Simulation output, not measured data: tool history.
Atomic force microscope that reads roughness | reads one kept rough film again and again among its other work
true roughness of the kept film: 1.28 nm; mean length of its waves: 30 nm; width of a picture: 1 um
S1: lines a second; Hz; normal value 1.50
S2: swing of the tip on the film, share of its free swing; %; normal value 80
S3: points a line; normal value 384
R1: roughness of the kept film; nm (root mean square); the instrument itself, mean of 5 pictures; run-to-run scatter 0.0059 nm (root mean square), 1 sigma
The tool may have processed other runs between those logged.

run	hour	S1	S2	S3	R1
1	0.0	1.50	80	384	1.089
2	58.4	1.50	80	384	1.054
3	88.8	1.50	80	384	1.052
4	151.0	1.50	80	384	1.024
5	205.0	3.47	80	384	0.848
# hour 234.6: new tip fitted
6	234.6	3.47	80	384	0.926
7	277.8	1.50	80	384	1.060
8	329.8	1.50	80	384	1.046
9	365.3	1.50	80	384	1.031
10	424.8	0.79	80	384	1.074
# hour 476.7: new tip fitted
11	483.5	0.79	57	384	1.224
12	544.9	2.84	80	384	0.940
13	594.7	1.95	80	384	0.991
14	646.2	1.95	85	384	0.939
15	680.6	1.14	60	434	1.117
# hour 719.6: new tip fitted
16	725.6	1.50	80	967	1.080
17	761.3	1.09	61	863	1.199
18	795.3	1.09	61	863	1.186
19	833.7	1.09	61	863	1.166
20	865.0	0.57	60	676	1.172
21	910.2	1.05	60	676	1.153
# hour 963.8: new tip fitted
22	970.1	1.05	60	676	1.211
23	1023.9	2.27	62	500	1.130
24	1060.0	1.50	56	382	1.164

Predict each of these 3 candidate next runs independently; none follows another, all start after run 24:
A	1094.5	1.87	59	926	?
B	1094.5	1.74	65	384	?
C	1094.5	0.65	57	291	?

run	R1
A	1.135
B	1.112
C	1.177
Take away the tool's hidden state, keep each run's random variation, and the runs would have read:
run	R1
A	1.175
B	1.150
C	1.217

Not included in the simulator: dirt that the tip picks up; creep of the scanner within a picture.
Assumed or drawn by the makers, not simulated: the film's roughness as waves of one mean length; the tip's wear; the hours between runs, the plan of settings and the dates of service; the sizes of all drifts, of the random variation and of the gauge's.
